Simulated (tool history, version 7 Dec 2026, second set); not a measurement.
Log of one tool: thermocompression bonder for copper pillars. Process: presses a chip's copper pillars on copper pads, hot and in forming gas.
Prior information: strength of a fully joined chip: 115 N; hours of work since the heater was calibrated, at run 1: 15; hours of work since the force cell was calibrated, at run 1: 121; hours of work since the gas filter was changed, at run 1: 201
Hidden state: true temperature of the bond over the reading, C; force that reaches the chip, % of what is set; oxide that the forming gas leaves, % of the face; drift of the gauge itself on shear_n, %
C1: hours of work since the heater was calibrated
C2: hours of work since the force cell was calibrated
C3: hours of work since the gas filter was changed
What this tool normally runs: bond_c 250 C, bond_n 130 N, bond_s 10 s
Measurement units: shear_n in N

{"run": 1, "day": 0.0, "bond_c": 250, "bond_n": 130, "bond_s": 10, "C1": 15, "C2": 121, "C3": 201, "shear_n": 80.5}
{"run": 2, "day": 1.221, "bond_c": 250, "bond_n": 130, "bond_s": 10, "C1": 29, "C2": 135, "C3": 215, "shear_n": 81.3}
{"run": 3, "day": 2.796, "bond_c": 250, "bond_n": 130, "bond_s": 10, "C1": 48, "C2": 153, "C3": 234, "shear_n": 82.6}
{"run": 4, "day": 3.917, "bond_c": 249, "bond_n": 130, "bond_s": 10, "C1": 61, "C2": 167, "C3": 247, "shear_n": 80.9}
{"run": 5, "day": 5.358, "bond_c": 247, "bond_n": 130, "bond_s": 10, "C1": 78, "C2": 183, "C3": 264, "shear_n": 79.8}
{"run": 6, "day": 6.904, "bond_c": 247, "bond_n": 130, "bond_s": 10, "C1": 96, "C2": 202, "C3": 282, "shear_n": 78.4}
{"run": 7, "day": 7.662, "bond_c": 247, "bond_n": 130, "bond_s": 10, "C1": 105, "C2": 210, "C3": 291, "shear_n": 80.1}
{"run": 8, "day": 8.679, "bond_c": 247, "bond_n": 151, "bond_s": 10, "C1": 117, "C2": 222, "C3": 303, "shear_n": 88.7}
{"run": 9, "day": 9.492, "bond_c": 250, "bond_n": 167, "bond_s": 10, "C1": 126, "C2": 232, "C3": 312, "shear_n": 94.1}
{"run": 10, "day": 10.9, "bond_c": 250, "bond_n": 108, "bond_s": 10, "C1": 143, "C2": 248, "C3": 329, "shear_n": 70.7}
{"run": 11, "day": 12.129, "bond_c": 250, "bond_n": 130, "bond_s": 10, "C1": 157, "C2": 263, "C3": 343, "shear_n": 81.3}
{"run": 12, "day": 13.396, "bond_c": 250, "bond_n": 130, "bond_s": 10, "C1": 172, "C2": 278, "C3": 358, "shear_n": 80}
{"day": 14.104, "done": "forming gas filter changed"}
{"run": 13, "day": 15.083, "bond_c": 250, "bond_n": 130, "bond_s": 10, "C1": 191, "C2": 297, "C3": 11, "shear_n": 83.8}
{"run": 14, "day": 16.188, "bond_c": 250, "bond_n": 130, "bond_s": 10, "C1": 204, "C2": 310, "C3": 24, "shear_n": 82.9}
{"run": 15, "day": 17.254, "bond_c": 250, "bond_n": 164, "bond_s": 10, "C1": 217, "C2": 323, "C3": 37, "shear_n": 93}
{"run": 16, "day": 18.433, "bond_c": 250, "bond_n": 130, "bond_s": 10, "C1": 231, "C2": 336, "C3": 51, "shear_n": 83.2}
{"run": 17, "day": 19.817, "bond_c": 271, "bond_n": 130, "bond_s": 10, "C1": 247, "C2": 353, "C3": 67, "shear_n": 94.9}
{"run": 18, "day": 21.15, "bond_c": 250, "bond_n": 130, "bond_s": 10, "C1": 262, "C2": 368, "C3": 83, "shear_n": 82.9}
{"run": 19, "day": 22.121, "bond_c": 250, "bond_n": 130, "bond_s": 10, "C1": 274, "C2": 380, "C3": 94, "shear_n": 83.6}
{"run": 20, "day": 23.521, "bond_c": 250, "bond_n": 130, "bond_s": 10, "C1": 290, "C2": 396, "C3": 110, "shear_n": 83.1}
{"run": 21, "day": 25.162, "bond_c": 250, "bond_n": 130, "bond_s": 10, "C1": 310, "C2": 415, "C3": 130, "shear_n": 84.2}
{"run": 22, "day": 26.804, "bond_c": 240, "bond_n": 90, "bond_s": 5, "C1": 329, "C2": 435, "C3": 149, "shear_n": 43}
{"run": 23, "day": 28.138, "bond_c": 240, "bond_n": 90, "bond_s": 5, "C1": 344, "C2": 450, "C3": 164, "shear_n": 41.7}
{"run": 24, "day": 29.038, "bond_c": 280, "bond_n": 130, "bond_s": 10, "C1": 355, "C2": 461, "C3": 175, "shear_n": 101.1}
{"run": 25, "day": 29.954, "bond_c": 239, "bond_n": 100, "bond_s": 11, "C1": 366, "C2": 471, "C3": 186, "shear_n": 63.4}
{"run": 26, "day": 31.112, "bond_c": 239, "bond_n": 100, "bond_s": 11, "C1": 379, "C2": 485, "C3": 199, "shear_n": 62.2}
{"run": 27, "day": 32.079, "bond_c": 261, "bond_n": 106, "bond_s": 20, "C1": 391, "C2": 496, "C3": 211, "shear_n": 93.8}
{"run": 28, "day": 32.825, "bond_c": 252, "bond_n": 106, "bond_s": 17, "C1": 399, "C2": 505, "C3": 219, "shear_n": 83.6}
{"run": 29, "day": 34.425, "bond_c": 231, "bond_n": 126, "bond_s": 11, "C1": 418, "C2": 524, "C3": 238, "shear_n": 69.8}
{"run": 30, "day": 35.267, "bond_c": 250, "bond_n": 108, "bond_s": 14, "C1": 428, "C2": 534, "C3": 248, "shear_n": 80.8}
{"run": 31, "day": 36.375, "bond_c": 247, "bond_n": 108, "bond_s": 11, "C1": 441, "C2": 547, "C3": 261, "shear_n": 72.1}
{"run": 32, "day": 37.121, "bond_c": 247, "bond_n": 108, "bond_s": 11, "C1": 450, "C2": 556, "C3": 270, "shear_n": 73.4}
{"run": 33, "day": 37.942, "bond_c": 237, "bond_n": 108, "bond_s": 7, "C1": 459, "C2": 565, "C3": 279, "shear_n": 57.1}
{"run": 34, "day": 39.571, "bond_c": 250, "bond_n": 130, "bond_s": 5, "C1": 478, "C2": 584, "C3": 299, "shear_n": 69.7}
{"run": 35, "day": 41.267, "bond_c": 275, "bond_n": 139, "bond_s": 6, "C1": 498, "C2": 604, "C3": 318, "shear_n": 94.7}
{"run": 36, "day": 42.692, "bond_c": 275, "bond_n": 116, "bond_s": 16, "C1": 515, "C2": 621, "C3": 335, "shear_n": 100}
{"run": 37, "day": 44.025, "bond_c": 231, "bond_n": 116, "bond_s": 23, "C1": 531, "C2": 636, "C3": 351, "shear_n": 80.8}
{"day": 45.308, "done": "forming gas filter changed"}
{"run": 38, "day": 45.579, "bond_c": 245, "bond_n": 100, "bond_s": 23, "C1": 549, "C2": 654, "C3": 3, "shear_n": 83.5}
{"run": 39, "day": 46.662, "bond_c": 247, "bond_n": 130, "bond_s": 11, "C1": 561, "C2": 667, "C3": 16, "shear_n": 85.9}
{"run": 40, "day": 47.546, "bond_c": 247, "bond_n": 130, "bond_s": 11, "C1": 572, "C2": 677, "C3": 26, "shear_n": 84.6}

4 ways to go on from here, each from the tool as it stands after run 40. What would each give?
{"run": "A", "day": 48.688, "bond_c": 229, "bond_n": 181, "bond_s": 11, "C1": 585, "C2": 691, "C3": 40, "shear_n": "?"}
{"run": "B", "day": 48.688, "bond_c": 245, "bond_n": 80, "bond_s": 6, "C1": 585, "C2": 691, "C3": 40, "shear_n": "?"}
{"run": "C", "day": 48.688, "bond_c": 276, "bond_n": 144, "bond_s": 11, "C1": 585, "C2": 691, "C3": 40, "shear_n": "?"}
{"run": "D", "day": 48.688, "bond_c": 272, "bond_n": 130, "bond_s": 11, "C1": 585, "C2": 691, "C3": 40, "shear_n": "?"}

run=A shear_n=91.3
run=B shear_n=44.5
run=C shear_n=106.5
run=D shear_n=102.5
What these runs would have given with no unlogged condition in the tool:
run=A shear_n=86.3
run=B shear_n=40.2
run=C shear_n=103.7
run=D shear_n=98.8

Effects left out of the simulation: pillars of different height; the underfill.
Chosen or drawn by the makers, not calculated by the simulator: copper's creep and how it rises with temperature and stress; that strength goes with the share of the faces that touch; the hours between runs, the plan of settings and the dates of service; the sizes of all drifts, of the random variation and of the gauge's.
